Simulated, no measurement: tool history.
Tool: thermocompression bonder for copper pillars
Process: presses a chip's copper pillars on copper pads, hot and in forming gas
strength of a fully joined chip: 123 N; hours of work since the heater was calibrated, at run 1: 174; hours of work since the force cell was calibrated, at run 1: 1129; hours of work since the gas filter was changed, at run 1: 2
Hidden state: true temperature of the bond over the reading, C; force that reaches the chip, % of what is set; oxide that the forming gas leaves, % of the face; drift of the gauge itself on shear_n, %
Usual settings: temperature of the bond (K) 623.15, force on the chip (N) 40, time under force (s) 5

run,hour,temperature of the bond (K),force on the chip (N),time under force (s),hours of work since the heater was calibrated,hours of work since the force cell was calibrated,hours of work since the gas filter was changed,force that shears a chip off (N)
1,0,623.15,40,5,174,1129,2,73
2,31.9,623.15,40,10,195,1150,23,87
3,70.2,623.15,40,10,220,1175,49,87.2
4,112.9,623.15,40,10,248,1203,77,85.3
5,137,623.15,40,10,264,1219,93,85.7
6,173.7,623.15,40,10,288,1243,117,82.8
7,194.9,623.15,40,5,302,1257,131,68.3
8,231.7,623.15,40,5,326,1281,155,67.2
9,269.2,623.15,40,5,351,1306,180,68.4
# hour 287: forming gas filter changed
10,307.3,623.15,40,5,376,1331,13,73.9
11,333.5,623.15,40,7,393,1348,31,79.2
12,356.5,623.15,48,7,408,1363,46,83.2
13,383.4,623.15,48,7,426,1381,63,83.2
14,414.2,623.15,48,7,446,1401,84,85
15,454.3,623.15,30,5,473,1427,110,62
16,487.3,612.15,40,5,494,1449,132,63.3
17,512,623.15,40,5,510,1465,148,70.1
18,543.8,623.15,40,5,531,1486,169,68.2
# hour 575.9: forming gas filter changed
19,594.9,623.15,40,5,565,1520,13,73.3
20,638.5,623.15,40,5,593,1548,41,72.6
21,687.2,623.15,40,13,626,1580,73,91.8
22,718.7,623.15,40,13,646,1601,94,91.9
23,754.1,623.15,40,13,670,1624,117,89.4
24,801.9,623.15,40,13,701,1656,149,90
25,824.2,623.15,40,13,716,1670,163,88.1
26,850.9,604.15,32,7,733,1688,181,60.8
# hour 865.2: forming gas filter changed
27,900.9,607.15,32,5,766,1721,24,59.2
28,936.1,600.15,37,5,789,1744,47,58.8
29,974.4,617.15,56,5,814,1769,72,79.3
30,1009.6,645.15,50,6,837,1792,95,92.5
31,1048.7,645.15,50,6,863,1818,121,90.9
32,1070.9,617.15,46,8,878,1833,135,81.3
33,1099.2,617.15,46,8,896,1851,154,80.5
34,1124.1,617.15,46,8,913,1868,170,78.8
# hour 1154.8: forming gas filter changed
35,1166,617.15,46,8,940,1895,7,85.6
36,1211,651.15,29,8,970,1924,37,89.5
37,1261.5,623.15,57,5,1003,1958,70,83.1
38,1289,637.15,57,10,1021,1976,88,98.1
# hour 1304.8: force cell calibrated
39,1319.2,605.15,32,8,1040,9,107,68.5

Hidden state at the last listed run before each entry between runs and at the first one after, where it differs:
Between runs 9 and 10: forming gas filter changed (hour 287)
  true temperature of the bond over the reading, C: 3.2 -> 3.4; oxide that the forming gas leaves, % of the face: 9.34 -> 1.33
  measured less the result without the state, force that shears a chip off (N): -6.2 -> +0
Between runs 18 and 19: forming gas filter changed (hour 575.9)
  true temperature of the bond over the reading, C: 4.7 -> 5; force that reaches the chip, % of what is set: 95.2 -> 95.1; oxide that the forming gas leaves, % of the face: 8.62 -> 1.12
  measured less the result without the state, force that shears a chip off (N): -4.9 -> +0.8
Between runs 26 and 27: forming gas filter changed (hour 865.2)
  true temperature of the bond over the reading, C: 6.4 -> 6.7; force that reaches the chip, % of what is set: 94.6 -> 94.5; oxide that the forming gas leaves, % of the face: 9.01 -> 1.65
  measured less the result without the state, force that shears a chip off (N): -3.7 -> +1.3
Between runs 34 and 35: forming gas filter changed (hour 1154.8)
  true temperature of the bond over the reading, C: 7.9 -> 8.1; force that reaches the chip, % of what is set: 94.1 -> 94; oxide that the forming gas leaves, % of the face: 8.57 -> 0.95
  measured less the result without the state, force that shears a chip off (N): -4.5 -> +2.2
Between runs 38 and 39: force cell calibrated (hour 1304.8)
  true temperature of the bond over the reading, C: 8.8 -> 9; force that reaches the chip, % of what is set: 93.8 -> 99.3; oxide that the forming gas leaves, % of the face: 4.85 -> 5.64
  measured less the result without the state, force that shears a chip off (N): -2.6 -> +1.2
